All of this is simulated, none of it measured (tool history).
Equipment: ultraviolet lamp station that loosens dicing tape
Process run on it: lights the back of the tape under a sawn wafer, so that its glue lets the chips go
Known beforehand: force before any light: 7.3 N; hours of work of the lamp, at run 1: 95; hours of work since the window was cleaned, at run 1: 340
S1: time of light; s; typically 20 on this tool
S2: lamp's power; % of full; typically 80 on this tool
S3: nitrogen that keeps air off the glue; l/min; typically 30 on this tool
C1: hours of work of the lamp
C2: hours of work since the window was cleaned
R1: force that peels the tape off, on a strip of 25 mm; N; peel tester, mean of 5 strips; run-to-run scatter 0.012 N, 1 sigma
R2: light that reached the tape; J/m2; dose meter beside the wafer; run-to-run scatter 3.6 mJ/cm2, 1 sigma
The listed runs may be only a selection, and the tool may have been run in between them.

Run 1, hour 0.0: usual settings; C1 95; C2 340. Result: R1 0.685 N, R2 5080 J/m2.
Run 2, hour 8.7: usual settings but S3 16 l/min; C1 101; C2 346. Result: R1 0.894 N, R2 5060 J/m2.
Run 3, hour 14.7: usual settings but S3 16 l/min; C1 106; C2 351. Result: R1 0.901 N, R2 5100 J/m2.
Run 4, hour 23.7: usual settings; C1 113; C2 358. Result: R1 0.715 N, R2 5070 J/m2.
Run 5, hour 32.6: usual settings; C1 120; C2 365. Result: R1 0.709 N, R2 5060 J/m2.
Run 6, hour 39.8: usual settings; C1 125; C2 370. Result: R1 0.678 N, R2 4990 J/m2.
Run 7, hour 49.4: usual settings but S3 39 l/min; C1 133; C2 378. Result: R1 0.669 N, R2 4970 J/m2.
Run 8, hour 56.2: usual settings but S3 39 l/min; C1 138; C2 383. Result: R1 0.682 N, R2 4980 J/m2.
Run 9, hour 61.7: usual settings but S3 39 l/min; C1 142; C2 387. Result: R1 0.675 N, R2 4940 J/m2.
Run 10, hour 68.6: usual settings but S3 39 l/min; C1 147; C2 392. Result: R1 0.665 N, R2 4980 J/m2.
Run 11, hour 72.9: usual settings but S2 85 % of full, S3 39 l/min; C1 151; C2 396. Result: R1 0.608 N, R2 5210 J/m2.
Run 12, hour 77.6: usual settings but S2 85 % of full, S3 39 l/min; C1 154; C2 399. Result: R1 0.599 N, R2 5260 J/m2.
Run 13, hour 83.6: usual settings; C1 159; C2 404. Result: R1 0.740 N, R2 4860 J/m2.
Run 14, hour 89.8: usual settings but S1 12 s; C1 164; C2 409. Result: R1 1.755 N, R2 2960 J/m2.
Run 15, hour 98.0: usual settings but S1 28 s; C1 170; C2 415. Result: R1 0.414 N, R2 6830 J/m2.
Run 16, hour 105.0: usual settings; C1 175; C2 420. Result: R1 0.754 N, R2 4890 J/m2.
Run 17, hour 113.3: usual settings but S1 27 s; C1 182; C2 427. Result: R1 0.434 N, R2 6520 J/m2.
At hour 114.3: window cleaned of glue's vapour.
Run 18, hour 119.6: usual settings but S1 27 s; C1 186; C2 4. Result: R1 0.468 N, R2 6240 J/m2.
Run 19, hour 129.9: usual settings but S1 27 s; C1 194; C2 12. Result: R1 0.460 N, R2 6200 J/m2.
Run 20, hour 139.0: usual settings but S3 50 l/min; C1 201; C2 19. Result: R1 0.747 N, R2 4570 J/m2.
At hour 140.9: window cleaned of glue's vapour, once more.
Run 21, hour 146.8: usual settings but S1 25 s, S2 62 % of full, S3 12 l/min; C1 207; C2 4. Result: R1 0.945 N, R2 5260 J/m2.
Run 22, hour 151.9: usual settings but S1 25 s, S2 62 % of full, S3 12 l/min; C1 211; C2 8. Result: R1 0.960 N, R2 5170 J/m2.
Run 23, hour 158.7: usual settings but S1 28 s, S3 40 l/min; C1 216; C2 14. Result: R1 0.324 N, R2 7530 J/m2.
Run 24, hour 165.5: usual settings but S1 27 s, S2 75 % of full, S3 13 l/min; C1 221; C2 19. Result: R1 0.562 N, R2 6740 J/m2.
Run 25, hour 174.5: usual settings but S1 27 s, S2 75 % of full, S3 13 l/min; C1 228; C2 26. Result: R1 0.559 N, R2 6750 J/m2.
Run 26, hour 180.2: usual settings but S1 27 s, S2 75 % of full, S3 13 l/min; C1 232; C2 30. Result: R1 0.570 N, R2 6690 J/m2.
Run 27, hour 189.6: usual settings but S1 27 s, S2 75 % of full, S3 13 l/min; C1 240; C2 37. Result: R1 0.559 N, R2 6710 J/m2.
Run 28, hour 196.7: usual settings but S1 17 s, S2 74 % of full, S3 13 l/min; C1 245; C2 43. Result: R1 1.388 N, R2 4130 J/m2.
Run 29, hour 202.7: usual settings but S1 16 s, S2 64 % of full, S3 21 l/min; C1 250; C2 47. Result: R1 1.656 N, R2 3390 J/m2.
Run 30, hour 209.2: usual settings but S1 16 s, S2 64 % of full, S3 21 l/min; C1 255; C2 52. Result: R1 1.610 N, R2 3350 J/m2.
Run 31, hour 214.9: usual settings but S1 16 s, S2 64 % of full, S3 21 l/min; C1 259; C2 57. Result: R1 1.562 N, R2 3360 J/m2.
Run 32, hour 222.1: usual settings but S1 33 s, S3 39 l/min; C1 265; C2 62. Result: R1 0.243 N, R2 8570 J/m2.
Run 33, hour 228.5: usual settings but S2 87 % of full, S3 25 l/min; C1 269; C2 67. Result: R1 0.616 N, R2 5630 J/m2.
Run 34, hour 238.3: usual settings but S2 87 % of full, S3 25 l/min; C1 277; C2 75. Result: R1 0.584 N, R2 5610 J/m2.
Run 35, hour 248.3: usual settings but S1 22 s, S3 11 l/min; C1 285; C2 83. Result: R1 0.855 N, R2 5690 J/m2.
Run 36, hour 255.6: usual settings but S1 18 s, S2 61 % of full, S3 59 l/min; C1 290; C2 88. Result: R1 1.205 N, R2 3530 J/m2.
Run 37, hour 265.1: usual settings but S1 16 s, S2 61 % of full, S3 31 l/min; C1 298; C2 95. Result: R1 1.594 N, R2 3120 J/m2.
Run 38, hour 272.0: usual settings but S1 24 s, S2 87 % of full, S3 10 l/min; C1 303; C2 101. Result: R1 0.673 N, R2 6640 J/m2.

Measured minus without-hidden-state, run by run (identical run-to-run variation in each term; gauge scatter may differ):
The hidden state here: lamp's light, % of a new lamp's; light that the window lets through, % of a clean one's; drift of the gauge itself on peel_n, %; drift of the gauge itself on dose_mj_cm2, %.
run      R1     R2
  1  +0.169   -790
  2  +0.217   -800
  3  +0.225   -820
  4  +0.188   -840
  5  +0.189   -870
  6  +0.187   -880
  7  +0.185   -900
  8  +0.192   -920
  9  +0.194   -930
 10  +0.194   -940
 11  +0.180  -1020
 12  +0.178  -1030
 13  +0.222   -980
 14  +0.419   -610
 15  +0.111  -1430
 16  +0.236  -1040
 17  +0.126  -1430
 18  +0.172  -1750
 19  +0.171  -1790
 20  +0.300  -1340
 21  +0.146   -500
 22  +0.152   -500
 23  +0.043   -760
 24  +0.099   -700
 25  +0.104   -720
 26  +0.107   -750
 27  +0.109   -780
 28  +0.234   -490
 29  +0.265   -420
 30  +0.265   -430
 31  +0.262   -430
 32  +0.032  -1140
 33  +0.137   -760
 34  +0.134   -790
 35  +0.197   -840
 36  +0.264   -530
 37  +0.314   -480
 38  +0.169  -1060
